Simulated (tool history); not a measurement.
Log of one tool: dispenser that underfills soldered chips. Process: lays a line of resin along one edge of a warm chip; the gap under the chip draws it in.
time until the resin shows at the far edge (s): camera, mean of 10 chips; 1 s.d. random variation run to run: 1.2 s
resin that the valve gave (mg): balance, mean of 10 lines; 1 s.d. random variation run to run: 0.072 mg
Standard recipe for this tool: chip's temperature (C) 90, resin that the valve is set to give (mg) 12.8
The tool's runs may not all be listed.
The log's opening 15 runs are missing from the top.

run     day  chip's temperature (C)  resin that the valve is set to give (mg)  time until the resin shows at the far edge (s)  resin that the valve gave (mg)
 16   5.258                      90                                      12.8                                           176.6                           11.91
      5.342  -- new syringe of resin
 17   5.621                      90                                      12.8                                           169.9                           11.75
      5.729  -- new syringe of resin
 18   6.008                      77                                      12.8                                           282.2                           11.74
      6.100  -- new syringe of resin
      6.479  -- new syringe of resin
 19   6.488                      81                                      16.0                                           189.8                           14.60
 20   6.767                      77                                      11.0                                           316.2                           10.00
      6.867  -- new syringe of resin
 21   7.088                     103                                      13.1                                           103.4                           11.81
      7.254  -- new syringe of resin
 22   7.358                     103                                      13.1                                            93.0                           11.80
      7.646  -- new syringe of resin
 23   7.800                      93                                      14.6                                           135.0                           13.05
      8.029  -- new syringe of resin
 24   8.121                      90                                      15.7                                           142.9                           14.02
      8.308  -- dispensing valve cleaned and set on the balance
 25   8.367                      81                                      13.7                                           246.2                           13.64
      8.454  -- new syringe of resin
 26   8.738                      81                                      13.7                                           242.0                           13.87
      8.829  -- new syringe of resin
 27   9.112                      93                                      11.2                                           158.5                           11.07
      9.233  -- new syringe of resin
 28   9.367                      80                                      11.2                                           226.6                           11.13
      9.629  -- new syringe of resin
 29   9.638                      80                                      11.2                                           200.1                           10.99
 30   9.842                      77                                      12.9                                           274.5                           12.55
     10.025  -- new syringe of resin
 31  10.112                      77                                      12.9                                           245.1                           12.66
     10.396  -- new syringe of resin
 32  10.533                      77                                      12.9                                           255.4                           12.73
     10.788  -- new syringe of resin
 33  10.929                      92                                      13.5                                           140.9                           13.03
     11.175  -- new syringe of resin
 34  11.308                      92                                      13.5                                           139.9                           13.14

Branching from run 34: 4 alternative next runs. What would each branch give?
     11.558  -- new syringe of resin
  A  11.617                      77                                      13.7                                               ?                               ?
     11.558  -- new syringe of resin
  B  11.617                      90                                      15.2                                               ?                               ?
     11.558  -- new syringe of resin
  C  11.617                      86                                      13.5                                               ?                               ?
     11.558  -- new syringe of resin
  D  11.617                      92                                      12.8                                               ?                               ?

run  time until the resin shows at the far edge (s)  resin that the valve gave (mg)
  A                                           234.9                           13.36
  B                                           138.3                           14.86
  C                                           164.7                           13.00
  D                                           130.6                           12.26
Stripped of hidden state, with their random variation kept, the same runs would have yielded:
run  time until the resin shows at the far edge (s)  resin that the valve gave (mg)
  A                                           196.4                           13.83
  B                                           116.6                           15.40
  C                                           138.4                           13.47
  D                                           109.8                           12.70

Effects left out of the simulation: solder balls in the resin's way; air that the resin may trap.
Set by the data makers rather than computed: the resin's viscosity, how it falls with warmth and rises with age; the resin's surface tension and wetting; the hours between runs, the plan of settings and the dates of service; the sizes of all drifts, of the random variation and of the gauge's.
